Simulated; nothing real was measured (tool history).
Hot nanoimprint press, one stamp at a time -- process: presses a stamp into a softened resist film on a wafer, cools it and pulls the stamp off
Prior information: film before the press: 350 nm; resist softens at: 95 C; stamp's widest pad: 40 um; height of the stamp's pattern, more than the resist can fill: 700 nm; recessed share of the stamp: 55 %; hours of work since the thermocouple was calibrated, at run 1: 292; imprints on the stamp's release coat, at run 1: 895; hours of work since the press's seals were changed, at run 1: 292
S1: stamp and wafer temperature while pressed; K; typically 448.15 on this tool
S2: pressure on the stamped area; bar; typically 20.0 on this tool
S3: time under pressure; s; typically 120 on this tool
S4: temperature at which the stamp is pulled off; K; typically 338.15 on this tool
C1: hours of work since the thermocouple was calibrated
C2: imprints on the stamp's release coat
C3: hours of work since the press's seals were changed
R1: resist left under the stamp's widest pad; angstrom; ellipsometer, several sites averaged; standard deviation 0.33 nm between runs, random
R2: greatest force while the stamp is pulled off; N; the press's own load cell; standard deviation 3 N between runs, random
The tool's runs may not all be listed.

run 1 day=0.000 | S1=448.15 S2=20.0 S3=120 S4=338.15 | C1=292 C2=895 C3=292 | R1=2019 R2=146
run 2 day=1.262 | S1=448.15 S2=20.0 S3=120 S4=338.15 | C1=313 C2=964 C3=313 | R1=2025 R2=143
run 3 day=2.271 | S1=448.15 S2=20.0 S3=120 S4=340.15 | C1=329 C2=1020 C3=329 | R1=2028 R2=140
-- day=3.067 plate thermocouple calibrated
run 4 day=3.688 | S1=448.15 S2=20.0 S3=120 S4=338.15 | C1=10 C2=1091 C3=350 | R1=2031 R2=142
run 5 day=5.396 | S1=448.15 S2=20.0 S3=120 S4=338.15 | C1=37 C2=1185 C3=377 | R1=2031 R2=148
-- day=5.812 stamp cleaned and given a new release coat
run 6 day=7.488 | S1=448.15 S2=20.0 S3=120 S4=338.15 | C1=67 C2=92 C3=407 | R1=2029 R2=145
run 7 day=8.783 | S1=447.15 S2=20.0 S3=120 S4=338.15 | C1=88 C2=164 C3=427 | R1=2114 R2=143
run 8 day=10.183 | S1=448.15 S2=20.0 S3=221 S4=338.15 | C1=110 C2=241 C3=450 | R1=1646 R2=148
run 9 day=11.083 | S1=448.15 S2=20.0 S3=120 S4=338.15 | C1=125 C2=291 C3=464 | R1=2035 R2=145
run 10 day=12.804 | S1=448.15 S2=20.0 S3=120 S4=338.15 | C1=152 C2=386 C3=492 | R1=2039 R2=146
run 11 day=14.117 | S1=448.15 S2=20.0 S3=120 S4=338.15 | C1=173 C2=458 C3=513 | R1=2038 R2=144
run 12 day=15.246 | S1=448.15 S2=20.0 S3=120 S4=338.15 | C1=192 C2=520 C3=531 | R1=2041 R2=149
run 13 day=16.667 | S1=448.15 S2=20.0 S3=120 S4=334.15 | C1=214 C2=599 C3=554 | R1=2040 R2=159
-- day=17.762 gauge calibrated
run 14 day=18.421 | S1=448.15 S2=20.0 S3=220 S4=334.15 | C1=243 C2=696 C3=582 | R1=1640 R2=155
run 15 day=19.967 | S1=448.15 S2=20.0 S3=220 S4=334.15 | C1=267 C2=781 C3=607 | R1=1644 R2=158
run 16 day=21.604 | S1=448.15 S2=12.4 S3=133 S4=331.15 | C1=294 C2=871 C3=633 | R1=2330 R2=166
run 17 day=23.154 | S1=448.15 S2=20.0 S3=98 S4=338.15 | C1=319 C2=957 C3=658 | R1=2163 R2=145
-- day=24.529 plate thermocouple calibrated
run 18 day=24.792 | S1=436.15 S2=20.0 S3=237 S4=338.15 | C1=4 C2=1040 C3=683 | R1=2581 R2=140
run 19 day=25.754 | S1=448.15 S2=12.3 S3=186 S4=338.15 | C1=20 C2=1093 C3=698 | R1=2124 R2=141

Expected results for the next run?
run 20 day=27.371 | S1=448.15 S2=12.3 S3=186 S4=338.15 | C1=46 C2=1183 C3=724 | R1=? R2=?

Run 20 came out at R1 2123 angstrom, R2 139 N.
Had the tool carried no hidden state, the very same run would have given R1 2113 angstrom, R2 138 N.
